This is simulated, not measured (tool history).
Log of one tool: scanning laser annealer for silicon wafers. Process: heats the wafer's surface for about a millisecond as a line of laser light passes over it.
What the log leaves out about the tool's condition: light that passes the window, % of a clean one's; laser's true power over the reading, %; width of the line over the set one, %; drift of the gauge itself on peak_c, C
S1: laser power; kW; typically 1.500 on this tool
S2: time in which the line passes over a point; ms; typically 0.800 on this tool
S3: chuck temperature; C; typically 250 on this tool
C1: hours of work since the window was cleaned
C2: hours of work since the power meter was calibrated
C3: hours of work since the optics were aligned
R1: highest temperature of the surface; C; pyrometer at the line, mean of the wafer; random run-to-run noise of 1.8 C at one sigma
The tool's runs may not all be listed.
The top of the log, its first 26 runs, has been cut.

{"run": 27, "hour": 1214.5, "S1": 1.376, "S2": 0.8, "S3": 276, "C1": 577, "C2": 1521, "C3": 778, "R1": 968}
{"run": 28, "hour": 1245.9, "S1": 1.529, "S2": 0.91, "S3": 276, "C1": 602, "C2": 1545, "C3": 802, "R1": 1124}
{"run": 29, "hour": 1309.9, "S1": 1.285, "S2": 0.807, "S3": 271, "C1": 651, "C2": 1595, "C3": 852, "R1": 902}
{"run": 30, "hour": 1338.7, "S1": 1.517, "S2": 0.683, "S3": 277, "C1": 674, "C2": 1617, "C3": 874, "R1": 995}
{"run": 31, "hour": 1401.3, "S1": 1.5, "S2": 0.797, "S3": 225, "C1": 722, "C2": 1665, "C3": 923, "R1": 990}
{"hour": 1437.6, "done": "optics aligned, line set to its width"}
{"run": 32, "hour": 1437.9, "S1": 1.578, "S2": 0.951, "S3": 228, "C1": 747, "C2": 1690, "C3": 0, "R1": 1143}
{"run": 33, "hour": 1486.0, "S1": 1.578, "S2": 0.951, "S3": 228, "C1": 784, "C2": 1727, "C3": 37, "R1": 1140}
{"run": 34, "hour": 1542.6, "S1": 1.623, "S2": 0.825, "S3": 228, "C1": 828, "C2": 1771, "C3": 81, "R1": 1096}
{"hour": 1578.1, "done": "window over the wafer cleaned"}
{"run": 35, "hour": 1589.9, "S1": 1.623, "S2": 0.825, "S3": 228, "C1": 9, "C2": 1806, "C3": 117, "R1": 1135}
{"run": 36, "hour": 1623.5, "S1": 1.316, "S2": 0.757, "S3": 228, "C1": 35, "C2": 1832, "C3": 143, "R1": 885}
{"run": 37, "hour": 1664.1, "S1": 1.5, "S2": 0.921, "S3": 250, "C1": 67, "C2": 1864, "C3": 174, "R1": 1118}
{"run": 38, "hour": 1718.3, "S1": 1.5, "S2": 0.921, "S3": 250, "C1": 109, "C2": 1906, "C3": 216, "R1": 1116}
{"run": 39, "hour": 1765.9, "S1": 1.5, "S2": 0.921, "S3": 267, "C1": 146, "C2": 1943, "C3": 253, "R1": 1129}
{"run": 40, "hour": 1797.5, "S1": 1.5, "S2": 0.921, "S3": 267, "C1": 170, "C2": 1967, "C3": 278, "R1": 1126}

Branching from run 40: 5 alternative next runs. What would each branch give?
{"run": "A", "hour": 1849.3, "S1": 1.405, "S2": 0.687, "S3": 268, "C1": 210, "C2": 2008, "C3": 318, "R1": "?"}
{"run": "B", "hour": 1849.3, "S1": 1.478, "S2": 0.596, "S3": 267, "C1": 210, "C2": 2008, "C3": 318, "R1": "?"}
{"run": "C", "hour": 1849.3, "S1": 1.635, "S2": 0.613, "S3": 219, "C1": 210, "C2": 2008, "C3": 318, "R1": "?"}
{"run": "D", "hour": 1849.3, "S1": 1.5, "S2": 0.96, "S3": 267, "C1": 210, "C2": 2008, "C3": 318, "R1": "?"}
{"run": "E", "hour": 1849.3, "S1": 1.592, "S2": 0.8, "S3": 250, "C1": 210, "C2": 2008, "C3": 318, "R1": "?"}

run=A R1=936
run=B R1=922
run=C R1=977
run=D R1=1149
run=E R1=1108
Without the tool's unlogged condition, the same runs would have read:
run=A R1=946
run=B R1=932
run=C R1=989
run=D R1=1162
run=E R1=1121

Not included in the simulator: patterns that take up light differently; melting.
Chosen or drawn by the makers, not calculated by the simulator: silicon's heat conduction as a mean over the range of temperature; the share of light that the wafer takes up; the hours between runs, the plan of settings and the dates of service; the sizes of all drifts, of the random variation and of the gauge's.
